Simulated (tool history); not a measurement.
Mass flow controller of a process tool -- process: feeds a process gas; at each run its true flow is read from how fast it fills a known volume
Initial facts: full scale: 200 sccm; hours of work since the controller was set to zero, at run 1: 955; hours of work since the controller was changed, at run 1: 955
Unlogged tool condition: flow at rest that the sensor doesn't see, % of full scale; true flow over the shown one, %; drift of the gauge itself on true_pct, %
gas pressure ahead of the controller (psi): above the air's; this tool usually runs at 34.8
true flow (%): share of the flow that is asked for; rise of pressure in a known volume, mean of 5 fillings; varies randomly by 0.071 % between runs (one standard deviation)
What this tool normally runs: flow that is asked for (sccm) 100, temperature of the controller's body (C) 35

run	hour	flow that is asked for (sccm)	gas pressure ahead of the controller (psi)	temperature of the controller's body (C)	hours of work since the controller was set to zero	hours of work since the controller was changed	true flow (%)
1	0	100	34.8	35	955	955	99.73
2	303	100	22.2	35	1101	1101	99.37
3	670	100	22.2	35	1277	1277	99.64
4	858.6	100	34.8	35	1368	1368	99.82
5	1071.7	100	34.8	35	1470	1470	99.79
6	1427.9	100	34.8	35	1641	1641	99.68
7	1810.4	100	34.8	35	1825	1825	99.85
8	2202	100	34.8	35	2013	2013	99.84
9	2607.6	100	34.8	35	2208	2208	99.85
10	3021.2	100	34.8	39	2406	2406	100.02
11	3322.1	100	34.8	35	2551	2551	99.74
12	3546.9	100	34.8	35	2659	2659	99.84
13	3739.3	100	34.8	33	2751	2751	99.66
14	4018.7	100	34.8	33	2885	2885	99.56
15	4269.3	100	34.8	33	3006	3006	99.65
16	4542.6	57	34.8	35	3137	3137	99.36
17	4962.3	57	34.8	35	3338	3338	99.41
18	5277.1	100	34.8	35	3490	3490	99.77
19	5656.2	100	34.8	35	3672	3672	99.83
20	5874.3	187	34.8	35	3776	3776	100.59
21	6099.6	187	34.8	35	3885	3885	100.7
22	6350.5	187	34.8	35	4005	4005	100.62
23	6638.2	187	34.8	35	4143	4143	100.49
24	6911.3	187	34.8	35	4274	4274	100.59
25	7236.1	187	34.8	35	4430	4430	100.6
26	7439	100	22.5	21	4528	4528	98.81
27	7861.5	22	23.2	21	4731	4731	98.04
28	8138	101	24.4	21	4863	4863	98.78
29	8549.2	42	21.8	24	5061	5061	98.32
30	8818.7	42	21.8	24	5190	5190	98.28
31	9184.5	35	21.8	32	5366	5366	98.75
32	9634	35	21.8	32	5582	5582	98.82
33	9899.8	100	27.7	36	5710	5710	99.71
34	10140.3	38	35.1	21	5825	5825	98.31
35	10406.7	64	27	35	5953	5953	99.52
36	10605	64	33.8	32	6048	6048	99.33
37	10846.1	35	25.8	35	6164	6164	99
38	11186.8	35	25.8	35	6328	6328	99.03
39	11605.2	55	36	35	6529	6529	99.42
# hour 11914.9: controller exchanged for a calibrated one
40	12050.2	55	36	35	65	65	99.28
41	12266.6	32	35.5	35	169	169	99.16
42	12487.7	100	34.2	20	275	275	98.88
43	12822.4	100	23.8	22	436	436	98.88
44	13083.3	100	21	35	561	561	99.6
45	13427.1	100	21	35	726	726	99.5
46	13783.1	116	34.8	35	897	897	99.98
47	14233.4	44	21	35	1113	1113	98.92

Below are 5 alternative next runs, each starting from the tool's condition after run 47. Predict each:
A	14477.7	100	36.7	35	1231	1231	?
B	14477.7	137	26.3	35	1231	1231	?
C	14477.7	43	29.7	33	1231	1231	?
D	14477.7	134	25.7	35	1231	1231	?
E	14477.7	66	22.3	35	1231	1231	?

run	true flow (%)
A	99.81
B	99.99
C	99.07
D	99.9
E	99.21
What these runs would have given with no unlogged condition in the tool:
run	true flow (%)
A	99.81
B	99.99
C	99.07
D	99.89
E	99.21

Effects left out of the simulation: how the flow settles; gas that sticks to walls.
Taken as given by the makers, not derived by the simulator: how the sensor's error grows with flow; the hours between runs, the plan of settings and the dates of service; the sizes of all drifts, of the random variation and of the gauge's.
